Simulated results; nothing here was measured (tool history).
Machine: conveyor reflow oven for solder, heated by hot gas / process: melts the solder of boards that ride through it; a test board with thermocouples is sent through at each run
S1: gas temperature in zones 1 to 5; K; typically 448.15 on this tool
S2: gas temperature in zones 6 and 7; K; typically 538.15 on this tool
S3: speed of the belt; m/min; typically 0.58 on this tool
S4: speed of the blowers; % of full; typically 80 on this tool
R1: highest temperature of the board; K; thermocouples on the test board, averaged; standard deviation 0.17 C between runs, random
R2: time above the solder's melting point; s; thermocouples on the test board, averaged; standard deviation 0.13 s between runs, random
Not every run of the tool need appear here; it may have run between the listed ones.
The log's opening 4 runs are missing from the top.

{"run": 5, "hour": 116.8, "S1": 448.15, "S2": 538.15, "S3": 0.58, "S4": 80, "R1": 524.95, "R2": 47.4}
{"run": 6, "hour": 137.3, "S1": 448.15, "S2": 538.15, "S3": 0.58, "S4": 74, "R1": 524.15, "R2": 46.5}
{"run": 7, "hour": 177.6, "S1": 443.15, "S2": 538.15, "S3": 0.58, "S4": 74, "R1": 523.45, "R2": 44.9}
{"run": 8, "hour": 197.0, "S1": 443.15, "S2": 538.15, "S3": 0.58, "S4": 74, "R1": 523.15, "R2": 44.8}
{"run": 9, "hour": 241.3, "S1": 449.15, "S2": 538.15, "S3": 0.58, "S4": 80, "R1": 524.65, "R2": 47.7}
{"run": 10, "hour": 262.7, "S1": 449.15, "S2": 538.15, "S3": 0.58, "S4": 80, "R1": 524.65, "R2": 47.3}
{"run": 11, "hour": 283.2, "S1": 449.15, "S2": 538.15, "S3": 0.58, "S4": 80, "R1": 524.75, "R2": 47.4}
{"run": 12, "hour": 323.9, "S1": 448.15, "S2": 538.15, "S3": 0.58, "S4": 80, "R1": 524.15, "R2": 47.1}
{"run": 13, "hour": 369.9, "S1": 448.15, "S2": 538.15, "S3": 0.58, "S4": 80, "R1": 523.95, "R2": 46.7}
{"run": 14, "hour": 405.1, "S1": 448.15, "S2": 538.15, "S3": 0.58, "S4": 80, "R1": 524.15, "R2": 46.8}
{"run": 15, "hour": 439.0, "S1": 448.15, "S2": 538.15, "S3": 0.58, "S4": 80, "R1": 523.65, "R2": 46.6}
{"run": 16, "hour": 461.6, "S1": 448.15, "S2": 537.15, "S3": 0.605, "S4": 80, "R1": 521.65, "R2": 43}
{"run": 17, "hour": 500.6, "S1": 454.15, "S2": 538.15, "S3": 0.58, "S4": 80, "R1": 524.55, "R2": 49.1}
{"run": 18, "hour": 531.8, "S1": 454.15, "S2": 538.15, "S3": 0.58, "S4": 80, "R1": 524.75, "R2": 48.7}
{"hour": 540.3, "done": "flux residue cleaned out of gas plates and filters"}
{"run": 19, "hour": 557.1, "S1": 451.15, "S2": 526.15, "S3": 0.568, "S4": 80, "R1": 512.95, "R2": 40.8}
{"run": 20, "hour": 594.4, "S1": 448.15, "S2": 552.15, "S3": 0.58, "S4": 62, "R1": 532.45, "R2": 50.3}
{"run": 21, "hour": 631.3, "S1": 448.15, "S2": 552.15, "S3": 0.58, "S4": 62, "R1": 532.15, "R2": 50.1}
{"run": 22, "hour": 666.2, "S1": 448.15, "S2": 546.15, "S3": 0.58, "S4": 75, "R1": 528.95, "R2": 48.8}
{"run": 23, "hour": 693.4, "S1": 461.15, "S2": 541.15, "S3": 0.506, "S4": 72, "R1": 529.15, "R2": 62.2}
{"run": 24, "hour": 738.6, "S1": 448.15, "S2": 538.15, "S3": 0.531, "S4": 80, "R1": 524.65, "R2": 51.4}
{"hour": 752.6, "done": "flux residue cleaned out of gas plates and filters, once more"}
{"run": 25, "hour": 778.7, "S1": 448.15, "S2": 538.15, "S3": 0.531, "S4": 80, "R1": 527.45, "R2": 54.4}
{"run": 26, "hour": 807.9, "S1": 458.15, "S2": 538.15, "S3": 0.613, "S4": 83, "R1": 526.05, "R2": 48.3}
{"run": 27, "hour": 854.6, "S1": 458.15, "S2": 538.15, "S3": 0.613, "S4": 83, "R1": 525.85, "R2": 48.3}
{"run": 28, "hour": 894.9, "S1": 442.15, "S2": 538.15, "S3": 0.564, "S4": 69, "R1": 523.45, "R2": 46.3}
{"run": 29, "hour": 919.3, "S1": 442.15, "S2": 546.15, "S3": 0.57, "S4": 69, "R1": 530.55, "R2": 49.5}

What does the tool deliver on the next run?
{"run": 30, "hour": 950.2, "S1": 448.15, "S2": 538.15, "S3": 0.487, "S4": 80, "R1": "?", "R2": "?"}

R1: 528.65 K
R2: 60.6 s
With the hidden condition absent and the run-to-run variation left alone, this run would have shown R1 530.45 K, R2 61.3 s.
